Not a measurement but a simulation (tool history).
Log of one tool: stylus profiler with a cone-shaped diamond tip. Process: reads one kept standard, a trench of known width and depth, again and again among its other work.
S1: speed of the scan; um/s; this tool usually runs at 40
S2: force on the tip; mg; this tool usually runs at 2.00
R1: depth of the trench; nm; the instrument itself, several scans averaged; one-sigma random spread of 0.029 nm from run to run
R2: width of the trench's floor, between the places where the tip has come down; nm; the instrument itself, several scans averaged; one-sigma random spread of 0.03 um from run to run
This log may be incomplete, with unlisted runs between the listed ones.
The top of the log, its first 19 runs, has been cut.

run 20 hour=389.2 | S1=67 S2=2.64 | R1=202.54 R2=27070
run 21 hour=407.9 | S1=67 S2=2.64 | R1=202.52 R2=26960
run 22 hour=425.8 | S1=79 S2=2.00 | R1=201.98 R2=26860
-- hour=441.5 height scale calibrated on a step standard, once more
run 23 hour=445.6 | S1=10 S2=5.02 | R1=204.49 R2=27220
run 24 hour=468.4 | S1=46 S2=5.02 | R1=204.50 R2=27130
run 25 hour=496.8 | S1=83 S2=5.02 | R1=204.47 R2=26990
run 26 hour=524.4 | S1=74 S2=2.91 | R1=203.05 R2=26930
run 27 hour=543.3 | S1=40 S2=2.91 | R1=203.07 R2=27040

Run 28, settings as shown, results not yet in. Your forecast:
run 28 hour=560.7 | S1=40 S2=2.91 | R1=? R2=?

Run 28 gave R1 203.03 nm, R2 27080 nm.
The same run, on a tool lacking any hidden state, would have yielded R1 203.08 nm, R2 27840 nm.
